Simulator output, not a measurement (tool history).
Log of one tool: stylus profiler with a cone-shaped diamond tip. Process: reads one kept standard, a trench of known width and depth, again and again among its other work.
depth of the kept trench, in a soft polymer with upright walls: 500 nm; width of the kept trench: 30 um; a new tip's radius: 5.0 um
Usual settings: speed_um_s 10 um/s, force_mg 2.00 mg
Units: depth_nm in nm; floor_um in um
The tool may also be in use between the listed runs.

| run | hour | speed_um_s | force_mg | depth_nm | floor_um |
|---|---|---|---|---|---|
| 1 | 0.0 | 10 | 2.00 | 507.44 | 25.53 |
| 2 | 68.4 | 10 | 2.00 | 507.56 | 25.58 |
| 3 | 134.6 | 10 | 2.00 | 507.47 | 25.56 |
| 4 | 192.2 | 17 | 2.00 | 507.58 | 25.53 |
| 5 | 239.6 | 10 | 2.00 | 507.72 | 25.60 |
| 6 | 275.1 | 10 | 2.00 | 507.44 | 25.61 |
| 7 | 345.2 | 10 | 1.35 | 505.73 | 25.58 |
| 8 | 414.2 | 10 | 1.35 | 505.85 | 25.61 |
| 9 | 467.9 | 12 | 1.35 | 505.98 | 25.50 |
| 10 | 505.5 | 10 | 3.41 | 510.99 | 25.55 |
| 11 | 560.2 | 10 | 3.41 | 510.79 | 25.59 |
| 12 | 645.8 | 10 | 3.41 | 510.91 | 25.60 |

Forecast run 13:
| 13 | 725.8 | 4 | 1.07 | ? | ? |

depth_nm: 504.94 nm
floor_um: 25.60 um
Without the tool's hidden state the same run would have given depth_nm 504.91 nm, floor_um 25.61 um.
